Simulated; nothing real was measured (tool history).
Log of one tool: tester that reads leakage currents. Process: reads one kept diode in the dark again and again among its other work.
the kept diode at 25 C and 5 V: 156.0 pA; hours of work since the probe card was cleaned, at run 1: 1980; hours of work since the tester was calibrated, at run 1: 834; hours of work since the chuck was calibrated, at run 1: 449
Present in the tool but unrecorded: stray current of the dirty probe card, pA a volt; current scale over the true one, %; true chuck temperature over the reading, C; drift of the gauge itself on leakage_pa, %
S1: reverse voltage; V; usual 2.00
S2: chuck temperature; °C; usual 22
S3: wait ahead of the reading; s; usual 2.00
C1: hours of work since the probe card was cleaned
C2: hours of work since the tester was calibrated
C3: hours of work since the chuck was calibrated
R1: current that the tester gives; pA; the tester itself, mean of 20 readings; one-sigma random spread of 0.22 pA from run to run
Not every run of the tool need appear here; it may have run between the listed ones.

| run | day | S1 | S2 | S3 | C1 | C2 | C3 | R1 |
|---|---|---|---|---|---|---|---|---|
| 1 | 0.000 | 2.00 | 22 | 2.00 | 1980 | 834 | 449 | 70.84 |
| 2 | 2.096 | 2.00 | 22 | 2.00 | 2015 | 870 | 484 | 71.13 |
| 3 | 4.083 | 2.00 | 22 | 1.88 | 2049 | 903 | 518 | 71.15 |
| 4 | 5.183 | 2.00 | 22 | 1.88 | 2067 | 922 | 536 | 70.97 |
| 5 | 6.538 | 2.00 | 22 | 1.88 | 2090 | 945 | 559 | 70.61 |
| 6 | 8.192 | 2.00 | 22 | 1.88 | 2118 | 973 | 587 | 70.69 |
| 7 | 9.862 | 2.00 | 22 | 1.88 | 2146 | 1001 | 615 | 71.34 |
| 8 | 11.892 | 7.33 | 22 | 1.88 | 2180 | 1035 | 649 | 149.96 |
| 9 | 13.900 | 7.33 | 22 | 1.88 | 2214 | 1069 | 683 | 148.94 |
| 10 | 15.904 | 7.33 | 22 | 1.88 | 2248 | 1103 | 717 | 149.06 |
| 11 | 17.779 | 7.33 | 31 | 1.88 | 2280 | 1134 | 749 | 329.07 |
| 12 | 19.700 | 2.00 | 22 | 2.95 | 2312 | 1167 | 781 | 71.40 |
| 13 | 21.121 | 2.00 | 22 | 2.95 | 2336 | 1191 | 805 | 70.65 |
| 14 | 23.025 | 2.00 | 22 | 2.95 | 2368 | 1223 | 837 | 70.71 |
| 15 | 24.654 | 8.88 | 30 | 0.41 | 2396 | 1250 | 865 | 339.08 |
| 16 | 25.796 | 1.12 | 38 | 1.18 | 2415 | 1270 | 884 | 200.71 |
| 17 | 27.629 | 2.30 | 54 | 2.00 | 2446 | 1300 | 915 | 1041.82 |
| 18 | 29.171 | 2.30 | 54 | 2.00 | 2472 | 1326 | 941 | 1047.21 |
| 19 | 30.967 | 9.41 | 34 | 1.36 | 2502 | 1357 | 971 | 488.22 |
| 20 | 32.933 | 9.41 | 34 | 1.36 | 2535 | 1390 | 1004 | 490.02 |
| 21 | 34.279 | 1.03 | 39 | 4.31 | 2558 | 1413 | 1027 | 207.91 |
| 22 | 35.650 | 1.03 | 39 | 0.53 | 2581 | 1436 | 1050 | 209.14 |
| 23 | 36.675 | 1.03 | 39 | 0.53 | 2598 | 1453 | 1068 | 207.60 |
| 24 | 38.717 | 1.03 | 39 | 0.53 | 2633 | 1487 | 1102 | 208.09 |
| 25 | 41.117 | 3.42 | 25 | 4.02 | 2673 | 1528 | 1143 | 125.85 |
| 26 | 42.142 | 2.05 | 26 | 6.14 | 2691 | 1545 | 1160 | 102.95 |
| 27 | 44.017 | 3.62 | 22 | 2.00 | 2722 | 1577 | 1191 | 99.81 |
| 28 | 45.954 | 2.00 | 29 | 1.10 | 2755 | 1610 | 1224 | 131.90 |

Forecast each of these 4 alternatives for the next run:
| A | 47.062 | 2.00 | 28 | 1.10 | 2774 | 1628 | 1243 | ? |
| B | 47.062 | 2.00 | 28 | 2.00 | 2774 | 1628 | 1243 | ? |
| C | 47.062 | 2.00 | 22 | 1.00 | 2774 | 1628 | 1243 | ? |
| D | 47.062 | 11.24 | 33 | 0.76 | 2774 | 1628 | 1243 | ? |

| run | R1 |
|---|---|
| A | 121.30 |
| B | 119.85 |
| C | 70.97 |
| D | 498.05 |
With the hidden condition removed and each run's random variation left untouched, the same runs would have given:
| run | R1 |
|---|---|
| A | 121.34 |
| B | 119.89 |
| C | 70.98 |
| D | 498.15 |
